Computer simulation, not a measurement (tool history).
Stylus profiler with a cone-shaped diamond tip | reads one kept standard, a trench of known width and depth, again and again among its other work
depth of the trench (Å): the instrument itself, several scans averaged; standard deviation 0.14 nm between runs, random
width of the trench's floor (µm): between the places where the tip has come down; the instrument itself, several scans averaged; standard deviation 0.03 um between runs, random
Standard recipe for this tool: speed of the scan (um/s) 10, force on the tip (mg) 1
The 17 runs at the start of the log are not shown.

| run | hour | speed of the scan (um/s) | force on the tip (mg) | depth of the trench (Å) | width of the trench's floor (µm) |
|---|---|---|---|---|---|
| 18 | 552.6 | 10 | 0.47 | 5038.3 | 16.89 |
| 19 | 588.3 | 10 | 0.47 | 5040 | 16.93 |
|  | 591.8 | height scale calibrated on a step standard |
| 20 | 607.5 | 9 | 0.59 | 5047.2 | 16.93 |
| 21 | 651 | 9 | 0.47 | 5044.2 | 16.87 |
| 22 | 676.4 | 9 | 0.47 | 5045.2 | 16.93 |
| 23 | 703.2 | 34 | 0.37 | 5036.7 | 16.49 |
| 24 | 732.6 | 34 | 0.37 | 5040.6 | 16.49 |
| 25 | 762.7 | 2 | 0.85 | 5057.5 | 16.99 |
|  | 787 | height scale calibrated on a step standard, once more |
| 26 | 804.3 | 13 | 0.7 | 5035.7 | 16.88 |
| 27 | 830.4 | 29 | 1.31 | 5051.3 | 16.81 |
| 28 | 854 | 3 | 0.4 | 5023.8 | 16.95 |
| 29 | 899.1 | 2 | 0.64 | 5033.8 | 16.94 |
| 30 | 940.7 | 5 | 0.5 | 5030.4 | 16.91 |
| 31 | 985.8 | 10 | 0.39 | 5024.3 | 16.82 |
| 32 | 1013.5 | 10 | 0.39 | 5026.4 | 16.82 |
| 33 | 1034.5 | 3 | 1.08 | 5049.1 | 16.93 |
| 34 | 1078.2 | 3 | 1.08 | 5051.7 | 16.97 |
| 35 | 1117 | 5 | 0.37 | 5027 | 16.88 |
| 36 | 1148.6 | 15 | 2.04 | 5078.3 | 16.86 |

What if the next run were any one of these 3? Each begins from the tool's condition after run 36:
| A | 1187.8 | 5 | 1.32 | ? | ? |
| B | 1187.8 | 15 | 1.5 | ? | ? |
| C | 1187.8 | 27 | 0.87 | ? | ? |

| run | depth of the trench (Å) | width of the trench's floor (µm) |
|---|---|---|
| A | 5058.4 | 16.88 |
| B | 5065.7 | 16.79 |
| C | 5045.4 | 16.59 |
Without the tool's unlogged condition, the same runs would have read:
| run | depth of the trench (Å) | width of the trench's floor (µm) |
|---|---|---|
| A | 5055.3 | 17.31 |
| B | 5062.6 | 17.21 |
| C | 5042.3 | 17.02 |
